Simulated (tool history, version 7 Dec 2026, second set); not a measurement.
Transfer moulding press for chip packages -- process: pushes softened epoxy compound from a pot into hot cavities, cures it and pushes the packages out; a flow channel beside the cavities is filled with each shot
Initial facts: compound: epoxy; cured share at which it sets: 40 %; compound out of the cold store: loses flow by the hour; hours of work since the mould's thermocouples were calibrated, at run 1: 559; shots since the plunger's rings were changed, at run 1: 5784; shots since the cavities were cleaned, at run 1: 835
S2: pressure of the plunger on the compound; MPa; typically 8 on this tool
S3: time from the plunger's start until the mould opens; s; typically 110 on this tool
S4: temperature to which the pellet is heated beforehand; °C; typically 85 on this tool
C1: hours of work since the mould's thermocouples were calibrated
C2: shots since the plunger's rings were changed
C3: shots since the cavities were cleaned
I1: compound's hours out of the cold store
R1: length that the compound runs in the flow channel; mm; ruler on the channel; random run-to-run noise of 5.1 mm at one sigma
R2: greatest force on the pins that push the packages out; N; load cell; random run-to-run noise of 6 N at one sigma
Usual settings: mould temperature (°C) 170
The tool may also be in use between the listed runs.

{"run": 1, "day": 0.0, "mould temperature (°C)": 170, "S2": 8, "S3": 110, "S4": 85, "C1": 559, "C2": 5784, "C3": 835, "I1": 36.4, "R1": 471, "R2": 281}
{"day": 1.829, "done": "cavities cleaned with cleaning compound and waxed"}
{"day": 3.271, "done": "plunger's sealing rings changed"}
{"run": 2, "day": 3.271, "mould temperature (°C)": 170, "S2": 8, "S3": 110, "S4": 85, "C1": 594, "C2": 0, "C3": 254, "I1": 38.4, "R1": 493, "R2": 244}
{"run": 3, "day": 5.742, "mould temperature (°C)": 170, "S2": 8, "S3": 110, "S4": 85, "C1": 621, "C2": 468, "C3": 722, "I1": 47.2, "R1": 462, "R2": 291}
{"day": 7.154, "done": "mould's thermocouples calibrated"}
{"run": 4, "day": 7.504, "mould temperature (°C)": 170, "S2": 8, "S3": 110, "S4": 85, "C1": 4, "C2": 787, "C3": 1041, "I1": 28, "R1": 520, "R2": 312}
{"day": 8.392, "done": "cavities cleaned with cleaning compound and waxed"}
{"run": 5, "day": 9.246, "mould temperature (°C)": 168, "S2": 8, "S3": 110, "S4": 85, "C1": 23, "C2": 1105, "C3": 162, "I1": 18.5, "R1": 537, "R2": 258}
{"run": 6, "day": 11.004, "mould temperature (°C)": 168, "S2": 8, "S3": 110, "S4": 85, "C1": 42, "C2": 1439, "C3": 496, "I1": 44.9, "R1": 473, "R2": 291}
{"run": 7, "day": 13.288, "mould temperature (°C)": 170, "S2": 8, "S3": 110, "S4": 85, "C1": 67, "C2": 1872, "C3": 929, "I1": 13.2, "R1": 550, "R2": 324}
{"day": 14.692, "done": "cavities cleaned with cleaning compound and waxed"}
{"run": 8, "day": 15.95, "mould temperature (°C)": 170, "S2": 8, "S3": 110, "S4": 85, "C1": 96, "C2": 2365, "C3": 239, "I1": 9.4, "R1": 547, "R2": 246}
{"run": 9, "day": 17.579, "mould temperature (°C)": 170, "S2": 8, "S3": 110, "S4": 85, "C1": 114, "C2": 2674, "C3": 548, "I1": 33.5, "R1": 493, "R2": 266}
{"run": 10, "day": 20.821, "mould temperature (°C)": 170, "S2": 8, "S3": 110, "S4": 85, "C1": 150, "C2": 3289, "C3": 1163, "I1": 45.4, "R1": 455, "R2": 307}
{"day": 21.108, "done": "cavities cleaned with cleaning compound and waxed"}
{"run": 11, "day": 23.621, "mould temperature (°C)": 170, "S2": 8, "S3": 110, "S4": 85, "C1": 181, "C2": 3808, "C3": 476, "I1": 21.1, "R1": 516, "R2": 274}
{"run": 12, "day": 25.317, "mould temperature (°C)": 170, "S2": 8, "S3": 110, "S4": 85, "C1": 199, "C2": 4130, "C3": 798, "I1": 30.2, "R1": 492, "R2": 288}
{"run": 13, "day": 26.9, "mould temperature (°C)": 170, "S2": 8, "S3": 96, "S4": 92, "C1": 217, "C2": 4431, "C3": 1099, "I1": 34.3, "R1": 470, "R2": 344}
{"day": 27.408, "done": "cavities cleaned with cleaning compound and waxed"}
{"run": 14, "day": 28.362, "mould temperature (°C)": 170, "S2": 8, "S3": 96, "S4": 92, "C1": 232, "C2": 4696, "C3": 181, "I1": 24.1, "R1": 499, "R2": 263}
{"run": 15, "day": 29.879, "mould temperature (°C)": 169, "S2": 8, "S3": 96, "S4": 81, "C1": 249, "C2": 4984, "C3": 469, "I1": 16.1, "R1": 521, "R2": 331}
{"run": 16, "day": 31.667, "mould temperature (°C)": 170, "S2": 6.27, "S3": 142, "S4": 85, "C1": 269, "C2": 5323, "C3": 808, "I1": 8.4, "R1": 474, "R2": 269}
{"day": 33.608, "done": "cavities cleaned with cleaning compound and waxed"}
{"run": 17, "day": 34.096, "mould temperature (°C)": 170, "S2": 6.27, "S3": 142, "S4": 85, "C1": 295, "C2": 5772, "C3": 92, "I1": 20.4, "R1": 447, "R2": 221}
{"run": 18, "day": 36.979, "mould temperature (°C)": 170, "S2": 6.27, "S3": 142, "S4": 86, "C1": 327, "C2": 6319, "C3": 639, "I1": 18.5, "R1": 441, "R2": 252}
{"day": 37.35, "done": "plunger's sealing rings changed"}
{"run": 19, "day": 39.458, "mould temperature (°C)": 168, "S2": 6.27, "S3": 110, "S4": 83, "C1": 354, "C2": 400, "C3": 1090, "I1": 24.8, "R1": 470, "R2": 320}
{"day": 40.012, "done": "cavities cleaned with cleaning compound and waxed"}
{"run": 20, "day": 42.396, "mould temperature (°C)": 168, "S2": 6.27, "S3": 110, "S4": 83, "C1": 386, "C2": 945, "C3": 452, "I1": 47.4, "R1": 419, "R2": 296}
{"run": 21, "day": 44.996, "mould temperature (°C)": 168, "S2": 6.27, "S3": 110, "S4": 83, "C1": 414, "C2": 1439, "C3": 946, "I1": 28.4, "R1": 453, "R2": 309}
{"day": 46.275, "done": "cavities cleaned with cleaning compound and waxed"}
{"run": 22, "day": 46.492, "mould temperature (°C)": 168, "S2": 6.27, "S3": 110, "S4": 83, "C1": 430, "C2": 1710, "C3": 41, "I1": 15.5, "R1": 483, "R2": 245}
{"run": 23, "day": 48.554, "mould temperature (°C)": 168, "S2": 6.27, "S3": 110, "S4": 83, "C1": 453, "C2": 2102, "C3": 433, "I1": 25.6, "R1": 458, "R2": 284}

Some steps in R1 between neighbouring runs. How much of each would the tool show without its hidden state too (settings, what came in, random variation), and how much is left for the hidden state, with any gauge scatter that isn't in both results?
Unlogged tool condition in this case: true mould temperature over the reading, C; pressure that reaches the compound, % of what is set; grip of the stained cavities, % over clean ones'; drift of the gauge itself on flow_mm, %; drift of the gauge itself on push_out_n, %.
Run 1 -> 2: cavities cleaned with cleaning compound and waxed, plunger's sealing rings changed. R1 +22 mm: hidden state +25, all else -3.
Run 5 -> 6: nothing adjusted, nothing logged. R1 -64 mm: hidden state +0, all else -64.
Run 6 -> 7: mould temperature (°C) 168 -> 170. R1 +77 mm: hidden state -5, all else +82.
Run 18 -> 19: mould temperature (°C) 170 -> 168, S3 142 -> 110, S4 86 -> 83, plunger's sealing rings changed. R1 +29 mm: hidden state +28, all else +1.
